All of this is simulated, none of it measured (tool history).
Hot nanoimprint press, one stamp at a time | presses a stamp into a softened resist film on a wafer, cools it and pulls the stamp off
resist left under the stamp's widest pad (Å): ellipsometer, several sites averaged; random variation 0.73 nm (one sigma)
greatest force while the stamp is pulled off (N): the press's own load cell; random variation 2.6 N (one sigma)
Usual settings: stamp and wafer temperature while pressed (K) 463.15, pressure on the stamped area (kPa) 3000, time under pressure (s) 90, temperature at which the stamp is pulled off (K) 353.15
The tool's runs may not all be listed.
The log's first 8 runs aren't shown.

| run | hour | stamp and wafer temperature while pressed (K) | pressure on the stamped area (kPa) | time under pressure (s) | temperature at which the stamp is pulled off (K) | resist left under the stamp's widest pad (Å) | greatest force while the stamp is pulled off (N) |
|---|---|---|---|---|---|---|---|
| 9 | 56.2 | 463.15 | 3000 | 90 | 353.15 | 2008 | 120 |
| 10 | 62.0 | 463.15 | 3000 | 90 | 353.15 | 1997 | 120 |
| 11 | 68.6 | 463.15 | 3000 | 90 | 353.15 | 2005 | 128 |
| 12 | 75.5 | 463.15 | 3000 | 90 | 353.15 | 2005 | 126 |
| 13 | 83.1 | 463.15 | 2330 | 90 | 353.15 | 2248 | 119 |
| 14 | 88.5 | 463.15 | 3000 | 174 | 353.15 | 1574 | 124 |
| 15 | 95.2 | 463.15 | 3000 | 174 | 353.15 | 1588 | 122 |
| 16 | 104.2 | 463.15 | 4160 | 90 | 346.15 | 1725 | 130 |
| 17 | 108.8 | 455.15 | 3000 | 68 | 353.15 | 2650 | 130 |
|  | 112.6 | plate thermocouple calibrated |
| 18 | 121.0 | 455.15 | 3000 | 68 | 353.15 | 2626 | 129 |
| 19 | 129.1 | 455.15 | 3000 | 68 | 345.15 | 2631 | 136 |
| 20 | 137.1 | 463.15 | 3000 | 90 | 344.15 | 1977 | 141 |
| 21 | 145.0 | 463.15 | 4350 | 93 | 353.15 | 1664 | 128 |
|  | 150.1 | plate thermocouple calibrated, once more |
| 22 | 152.1 | 463.15 | 2580 | 142 | 353.15 | 1870 | 129 |
| 23 | 159.9 | 463.15 | 2580 | 142 | 353.15 | 1864 | 130 |
| 24 | 165.5 | 463.15 | 2580 | 142 | 353.15 | 1861 | 130 |
| 25 | 171.2 | 467.15 | 2330 | 101 | 360.15 | 1975 | 123 |
| 26 | 175.4 | 472.15 | 3000 | 90 | 353.15 | 1625 | 133 |
| 27 | 183.2 | 474.15 | 2940 | 52 | 353.15 | 1907 | 136 |
| 28 | 192.6 | 465.15 | 3440 | 105 | 350.15 | 1708 | 131 |
| 29 | 197.8 | 465.15 | 3440 | 105 | 350.15 | 1711 | 135 |
| 30 | 202.9 | 465.15 | 4070 | 105 | 350.15 | 1577 | 140 |

Forecast each of these 3 alternatives for the next run:
| A | 207.6 | 463.15 | 3000 | 80 | 353.15 | ? | ? |
| B | 207.6 | 466.15 | 2290 | 136 | 353.15 | ? | ? |
| C | 207.6 | 463.15 | 3000 | 90 | 354.15 | ? | ? |

| run | resist left under the stamp's widest pad (Å) | greatest force while the stamp is pulled off (N) |
|---|---|---|
| A | 2117 | 133 |
| B | 1852 | 137 |
| C | 2035 | 138 |
Without the tool's hidden state the same runs would have given:
| run | resist left under the stamp's widest pad (Å) | greatest force while the stamp is pulled off (N) |
|---|---|---|
| A | 2116 | 119 |
| B | 1854 | 123 |
| C | 2034 | 123 |

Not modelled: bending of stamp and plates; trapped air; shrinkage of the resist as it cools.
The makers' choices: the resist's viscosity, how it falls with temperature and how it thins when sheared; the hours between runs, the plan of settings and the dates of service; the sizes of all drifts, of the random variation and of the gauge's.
